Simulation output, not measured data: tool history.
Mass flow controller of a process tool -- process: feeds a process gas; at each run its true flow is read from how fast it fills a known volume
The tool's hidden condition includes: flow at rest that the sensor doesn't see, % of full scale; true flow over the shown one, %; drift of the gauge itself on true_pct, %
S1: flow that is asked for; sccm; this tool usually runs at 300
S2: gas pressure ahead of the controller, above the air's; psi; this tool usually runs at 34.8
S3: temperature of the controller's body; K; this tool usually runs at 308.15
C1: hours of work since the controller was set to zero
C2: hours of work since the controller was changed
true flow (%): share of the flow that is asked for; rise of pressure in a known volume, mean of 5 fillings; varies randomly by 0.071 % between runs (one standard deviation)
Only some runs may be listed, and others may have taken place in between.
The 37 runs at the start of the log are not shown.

Run 38, hour 3565.5: usual settings but S1 791 sccm; C1 4046; C2 4046. Result: true flow (%) 102.89.
Run 39, hour 3637.8: usual settings but S1 278 sccm; C1 4103; C2 4103. Result: true flow (%) 101.45.
Run 40, hour 3748.9: usual settings but S1 154 sccm, S2 28.0 psi, S3 307.15 K; C1 4191; C2 4191. Result: true flow (%) 100.97.
Run 41, hour 3848.1: usual settings but S1 154 sccm, S2 28.0 psi, S3 307.15 K; C1 4269; C2 4269. Result: true flow (%) 101.14.
Run 42, hour 3954.8: usual settings but S1 154 sccm, S2 28.0 psi, S3 307.15 K; C1 4354; C2 4354. Result: true flow (%) 101.19.
Run 43, hour 4085.1: usual settings but S1 677 sccm, S3 293.15 K; C1 4457; C2 4457. Result: true flow (%) 101.06.
At hour 4107.8: gauge calibrated.
Run 44, hour 4157.7: usual settings but S1 480 sccm, S2 37.3 psi, S3 296.15 K; C1 4514; C2 4514. Result: true flow (%) 98.80.
Run 45, hour 4214.9: usual settings but S1 212 sccm, S3 312.15 K; C1 4559; C2 4559. Result: true flow (%) 99.80.
Run 46, hour 4345.6: usual settings but S2 23.1 psi, S3 312.15 K; C1 4663; C2 4663. Result: true flow (%) 99.82.
Run 47, hour 4406.6: usual settings but S2 23.1 psi, S3 312.15 K; C1 4711; C2 4711. Result: true flow (%) 99.81.
Run 48, hour 4533.3: usual settings but S2 23.1 psi, S3 312.15 K; C1 4811; C2 4811. Result: true flow (%) 100.00.
Run 49, hour 4625.5: usual settings but S2 23.1 psi, S3 306.15 K; C1 4884; C2 4884. Result: true flow (%) 99.40.

Forecast each of these 3 alternatives for the next run:
Run A, hour 4749.6: usual settings but S1 637 sccm, S2 29.2 psi, S3 303.15 K; C1 4982; C2 4982. Result: true flow (%) ?.
Run B, hour 4749.6: usual settings but S2 23.1 psi, S3 311.15 K; C1 4982; C2 4982. Result: true flow (%) ?.
Run C, hour 4749.6: usual settings but S3 306.15 K; C1 4982; C2 4982. Result: true flow (%) ?.

run  true flow (%)
  A         100.14
  B         100.12
  C          99.63
Take away the tool's hidden state, keep each run's random variation, and the runs would have read:
run  true flow (%)
  A          99.78
  B          99.76
  C          99.28
